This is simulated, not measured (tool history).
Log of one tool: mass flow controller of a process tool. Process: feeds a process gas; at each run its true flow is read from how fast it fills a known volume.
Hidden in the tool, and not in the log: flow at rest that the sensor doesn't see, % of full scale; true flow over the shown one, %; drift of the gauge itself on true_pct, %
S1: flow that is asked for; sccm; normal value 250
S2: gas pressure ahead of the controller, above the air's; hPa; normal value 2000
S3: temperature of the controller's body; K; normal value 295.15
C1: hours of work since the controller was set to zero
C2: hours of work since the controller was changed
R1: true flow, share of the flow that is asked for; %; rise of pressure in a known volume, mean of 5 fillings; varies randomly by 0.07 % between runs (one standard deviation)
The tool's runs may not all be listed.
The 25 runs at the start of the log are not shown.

run,hour,S1,S2,S3,C1,C2,R1
26,1527.3,366,1510,295.15,1250,1250,98.45
27,1607.5,360,1740,308.15,1296,1296,99.29
28,1644.4,141,1740,293.15,1317,1317,96.88
29,1683.6,141,1740,293.15,1340,1340,97.04
30,1758.1,141,2170,309.15,1382,1382,97.83
31,1801.9,250,2420,304.15,1407,1407,97.97
32,1845.9,335,1640,304.15,1432,1432,98.68
33,1929.2,335,1640,304.15,1480,1480,98.52
34,1975,335,1640,304.15,1506,1506,98.35
35,2047,335,2160,296.15,1547,1547,97.47
36,2119,247,2160,307.15,1588,1588,97.76
37,2164.5,250,2010,299.15,1614,1614,97.1
38,2232.3,226,1890,308.15,1653,1653,97.53
39,2310.7,86,1870,311.15,1698,1698,97.19
40,2396.9,122,2000,310.15,1747,1747,97.03
41,2448.7,76,2370,300.15,1776,1776,95.75
42,2490.2,76,2370,300.15,1800,1800,95.79
43,2556.2,107,1890,300.15,1838,1838,95.94
44,2602.2,340,1710,296.15,1864,1864,96.85
45,2655.8,446,1710,301.15,1895,1895,97.7
46,2718,337,1940,294.15,1930,1930,96.46
47,2758,189,2200,295.15,1953,1953,95.52

Below are 4 alternative next runs, each starting from the tool's condition after run 47. Predict each:
A,2818.1,231,2760,295.15,1987,1987,?
B,2818.1,189,2370,303.15,1987,1987,?
C,2818.1,113,2200,305.15,1987,1987,?
D,2818.1,329,1870,304.15,1987,1987,?

run,R1
A,95.44
B,96.03
C,95.73
D,96.92
Take away the tool's hidden state, keep each run's random variation, and the runs would have read:
run,R1
A,98.11
B,98.71
C,98.42
D,99.63

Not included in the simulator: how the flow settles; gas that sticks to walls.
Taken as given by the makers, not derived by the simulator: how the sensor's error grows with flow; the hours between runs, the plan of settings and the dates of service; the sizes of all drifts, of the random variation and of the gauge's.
